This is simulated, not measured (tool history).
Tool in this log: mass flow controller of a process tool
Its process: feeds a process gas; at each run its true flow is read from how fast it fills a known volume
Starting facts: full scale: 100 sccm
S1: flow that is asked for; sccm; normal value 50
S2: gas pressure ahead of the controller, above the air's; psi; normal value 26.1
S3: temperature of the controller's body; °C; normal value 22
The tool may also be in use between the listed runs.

run 1 hour=0 | S1=50 S2=26.1 S3=22 | true_flow_(%)=98.43
run 2 hour=288.3 | S1=50 S2=26.1 S3=22 | true_flow_(%)=98.41
run 3 hour=533.1 | S1=50 S2=26.1 S3=22 | true_flow_(%)=98.48
run 4 hour=748.2 | S1=50 S2=26.1 S3=22 | true_flow_(%)=98.4
run 5 hour=1135.7 | S1=11 S2=26.1 S3=22 | true_flow_(%)=104.54
run 6 hour=1466.5 | S1=11 S2=39.7 S3=22 | true_flow_(%)=104.02
-- hour=1487.9 controller's zero set anew
run 7 hour=1854.6 | S1=11 S2=39.7 S3=22 | true_flow_(%)=106.52
run 8 hour=2053.6 | S1=70 S2=21.9 S3=34 | true_flow_(%)=99.27
run 9 hour=2423.3 | S1=91 S2=25.1 S3=38 | true_flow_(%)=99.11
run 10 hour=2731.7 | S1=50 S2=27.1 S3=39 | true_flow_(%)=99.56
run 11 hour=3095.4 | S1=34 S2=24.2 S3=40 | true_flow_(%)=100.96
-- hour=3197.9 controller's zero set anew, once more
run 12 hour=3433.2 | S1=11 S2=34.2 S3=36 | true_flow_(%)=96.05

Measured minus without-hidden-state, run by run (identical run-to-run variation in each term; gauge scatter may differ):
Hidden state at play: flow at rest that the sensor doesn't see, % of full scale; true flow over the shown one, %; drift of the gauge itself on true_pct, %.
run=1 true_flow_(%)=-0.79
run=2 true_flow_(%)=-0.77
run=3 true_flow_(%)=-0.74
run=4 true_flow_(%)=-0.71
run=5 true_flow_(%)=+5.89
run=6 true_flow_(%)=+6.25
run=7 true_flow_(%)=+8.63
run=8 true_flow_(%)=-0.89
run=9 true_flow_(%)=-1.32
run=10 true_flow_(%)=-0.1
run=11 true_flow_(%)=+1.26
run=12 true_flow_(%)=-2.45
